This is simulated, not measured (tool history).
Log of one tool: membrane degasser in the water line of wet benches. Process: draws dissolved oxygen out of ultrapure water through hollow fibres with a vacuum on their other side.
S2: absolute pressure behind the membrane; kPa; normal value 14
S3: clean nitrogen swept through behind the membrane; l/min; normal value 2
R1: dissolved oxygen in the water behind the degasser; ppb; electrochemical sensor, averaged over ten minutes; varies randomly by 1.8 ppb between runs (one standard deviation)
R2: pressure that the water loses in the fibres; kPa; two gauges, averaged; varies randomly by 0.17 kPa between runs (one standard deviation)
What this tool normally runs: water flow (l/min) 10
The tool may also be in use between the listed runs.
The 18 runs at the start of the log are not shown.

run 19 day=51.021 | water_flow_(l/min)=10 S2=14 S3=2.6 | R1=159.5 R2=28.74
run 20 day=54.112 | water_flow_(l/min)=10 S2=14 S3=2.6 | R1=158 R2=28.65
run 21 day=56.783 | water_flow_(l/min)=8 S2=25.9 S3=5.87 | R1=100.2 R2=22.7
run 22 day=60.2 | water_flow_(l/min)=10 S2=22.9 S3=2 | R1=291.3 R2=28.27
run 23 day=63.404 | water_flow_(l/min)=10 S2=14 S3=2 | R1=186.1 R2=28.56
run 24 day=67.217 | water_flow_(l/min)=8 S2=11.5 S3=2 | R1=103 R2=23.13
run 25 day=69.217 | water_flow_(l/min)=16 S2=31.6 S3=2 | R1=755.2 R2=45.76
run 26 day=71.988 | water_flow_(l/min)=7 S2=14 S3=1.86 | R1=113.3 R2=19.81
run 27 day=75.646 | water_flow_(l/min)=14 S2=15.6 S3=2.38 | R1=351.5 R2=40.1
run 28 day=77.629 | water_flow_(l/min)=11 S2=15.5 S3=2 | R1=243.9 R2=31.53
run 29 day=79.383 | water_flow_(l/min)=10 S2=17.3 S3=3.82 | R1=152.2 R2=28.84
run 30 day=82.083 | water_flow_(l/min)=9 S2=10.3 S3=4.99 | R1=68.5 R2=25.94
run 31 day=84.971 | water_flow_(l/min)=13 S2=11 S3=2 | R1=270.7 R2=37.47

Branching from run 31: 3 alternative next runs. What would each branch give?
run A day=86.921 | water_flow_(l/min)=13 S2=11 S3=3.3 | R1=? R2=?
run B day=86.921 | water_flow_(l/min)=12 S2=34.7 S3=1.06 | R1=? R2=?
run C day=86.921 | water_flow_(l/min)=13 S2=14 S3=0.81 | R1=? R2=?

run=A R1=224.2 R2=37.31
run=B R1=870.8 R2=34.38
run=C R1=516.1 R2=37.72
Take away the tool's hidden state, keep each run's random variation, and the runs would have read:
run=A R1=209.7 R2=36.49
run=B R1=855.4 R2=33.62
run=C R1=498.1 R2=36.89

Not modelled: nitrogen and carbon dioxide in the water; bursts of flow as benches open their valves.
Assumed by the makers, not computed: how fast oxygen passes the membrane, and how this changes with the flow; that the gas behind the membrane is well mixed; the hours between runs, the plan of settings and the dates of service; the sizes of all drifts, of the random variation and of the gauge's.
